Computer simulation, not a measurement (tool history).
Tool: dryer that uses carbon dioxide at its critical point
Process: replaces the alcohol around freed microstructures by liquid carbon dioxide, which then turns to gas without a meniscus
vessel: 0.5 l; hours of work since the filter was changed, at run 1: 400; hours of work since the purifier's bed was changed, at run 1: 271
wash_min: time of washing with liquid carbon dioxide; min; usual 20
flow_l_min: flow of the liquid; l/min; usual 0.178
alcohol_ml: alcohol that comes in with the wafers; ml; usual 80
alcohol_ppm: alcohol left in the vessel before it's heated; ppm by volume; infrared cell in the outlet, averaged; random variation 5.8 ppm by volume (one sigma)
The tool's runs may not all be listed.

run,hour,wash_min,flow_l_min,alcohol_ml,hours of work since the filter was changed,hours of work since the purifier's bed was changed,alcohol_ppm
1,0,20,0.178,80,400,271,430
2,9.2,20,0.178,80,404,275,443
3,26.3,20,0.178,80,410,281,439
4,45.9,20,0.178,80,417,288,450
5,57.8,20,0.178,80,422,293,442
6,74.5,20,0.178,80,428,299,454
# hour 81.2: inlet filter changed
7,90.4,20,0.178,80,3,304,274
8,99.1,20,0.178,80,7,308,283
9,111.5,20,0.178,80,11,312,285
10,127.7,20,0.16,80,17,318,519
11,138.9,20,0.165,80,21,322,439
12,153.8,20,0.165,80,27,328,438
13,172.4,20,0.165,26,34,335,195
14,181.9,19,0.178,80,37,338,386
15,196,20,0.178,22,43,344,146
16,206.1,23,0.19,42,46,347,105
17,224.8,23,0.19,42,53,354,113
18,241.9,23,0.19,42,60,361,115
19,262.6,23,0.125,42,67,368,588
20,280.6,14,0.2,42,74,375,541
21,299.6,21,0.182,39,81,382,161
22,320.1,13,0.259,42,89,390,242
23,341.1,12,0.259,97,97,398,637
24,350.7,20,0.17,41,100,401,265
25,366,20,0.205,41,106,407,133

Forecast each of these 5 alternatives for the next run:
A,378.3,26,0.154,61,110,412,?
B,378.3,15,0.178,80,110,412,?
C,378.3,20,0.22,80,110,412,?
D,378.3,23,0.252,41,110,412,?
E,378.3,27,0.205,75,110,412,?

run,alcohol_ppm
A,196
B,1328
C,147
D,107
E,100
Without the tool's hidden state the same runs would have given:
run,alcohol_ppm
A,81
B,1064
C,39
D,10
E,6

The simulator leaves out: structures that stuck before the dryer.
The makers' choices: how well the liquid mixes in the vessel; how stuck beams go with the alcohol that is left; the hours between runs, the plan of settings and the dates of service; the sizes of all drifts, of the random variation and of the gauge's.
